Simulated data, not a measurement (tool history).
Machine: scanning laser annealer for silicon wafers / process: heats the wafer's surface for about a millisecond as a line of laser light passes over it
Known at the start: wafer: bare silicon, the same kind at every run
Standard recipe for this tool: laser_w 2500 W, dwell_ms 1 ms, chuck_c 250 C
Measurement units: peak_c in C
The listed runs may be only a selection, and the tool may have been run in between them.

run,hour,laser_w,dwell_ms,chuck_c,peak_c
1,0,2500,1,250,1002
2,78.6,2500,1,250,1000
3,149.1,2448,1,250,976
4,230.5,2259,1,250,902
5,289.3,2500,1,250,986
6,334.8,2500,1,250,987
7,393.1,2500,1,250,985
8,435.2,2500,1,250,980
9,512.4,2500,1,250,976
10,548.3,2500,1,250,972
11,591.9,2500,1,250,970
12,626.1,2500,1,286,1004
13,680.7,2652,1,250,1019
14,758.6,2652,1,250,1016
15,821,2415,1,250,929
16,871.7,2415,1,250,922
17,952.7,2415,1,250,963
18,1028.5,2415,1,250,958
19,1087.4,2415,1,250,957
20,1131.4,2415,1,250,957
21,1202.1,2415,1,250,950
22,1268,2697,0.87,262,1001
23,1356.2,2697,0.87,262,1000
24,1425.5,2184,1,250,866
25,1489.5,2575,1.14,242,1051
26,1553.6,2500,0.85,230,884
27,1619.5,2615,0.82,265,938
28,1656.5,2202,1,260,870
29,1708.1,2500,0.86,285,935
30,1743.5,2500,0.86,285,933
31,1800,2500,0.86,285,934
32,1846.9,2500,1,268,971
33,1898.7,2500,1,268,1014
34,1957.6,2500,0.95,267,987
35,2028.1,2500,1.15,283,1084
36,2079.7,2450,0.9,221,895
37,2134.6,2450,0.9,221,892
38,2199.6,2450,1.02,216,937
39,2251.5,2450,1.02,216,929
40,2289.8,2263,0.73,266,798
41,2350.7,2576,1,232,981

Not shown here: 5 entries made in the log between runs. Locate each between two listed runs and compare the hidden state at the listed run before it with the hidden state at the listed run after it:
After run 16, before run 17: window over the wafer cleaned (hour 922.1)
  light that passes the window, % of a clean one's: 95.05 -> 99.59; laser's true power over the reading, %: 1.02 -> 1.04; width of the line over the set one, %: 2.16 -> 2.34
  measured minus no-state result, peak_c: -44 -> -6 C
After run 21, before run 22: laser's power meter calibrated (hour 1209.1)
  light that passes the window, % of a clean one's: 98.25 -> 97.94; laser's true power over the reading, %: 1.1 -> 1.28; width of the line over the set one, %: 2.86 -> 2.98
  measured minus no-state result, peak_c: -19 -> -21 C
After run 22, before run 23: optics aligned, line set to its width (hour 1343.1); laser's power meter calibrated, once more (hour 1354.8)
  light that passes the window, % of a clean one's: 97.94 -> 97.51; laser's true power over the reading, %: 1.28 -> 0.27; width of the line over the set one, %: 2.98 -> 0.09
  measured minus no-state result, peak_c: -21 -> -21 C
After run 32, before run 33: window over the wafer cleaned (hour 1894.9)
  light that passes the window, % of a clean one's: 94.92 -> 99.54; laser's true power over the reading, %: 0.4 -> 0.41; width of the line over the set one, %: 1.11 -> 1.2
  measured minus no-state result, peak_c: -47 -> -6 C
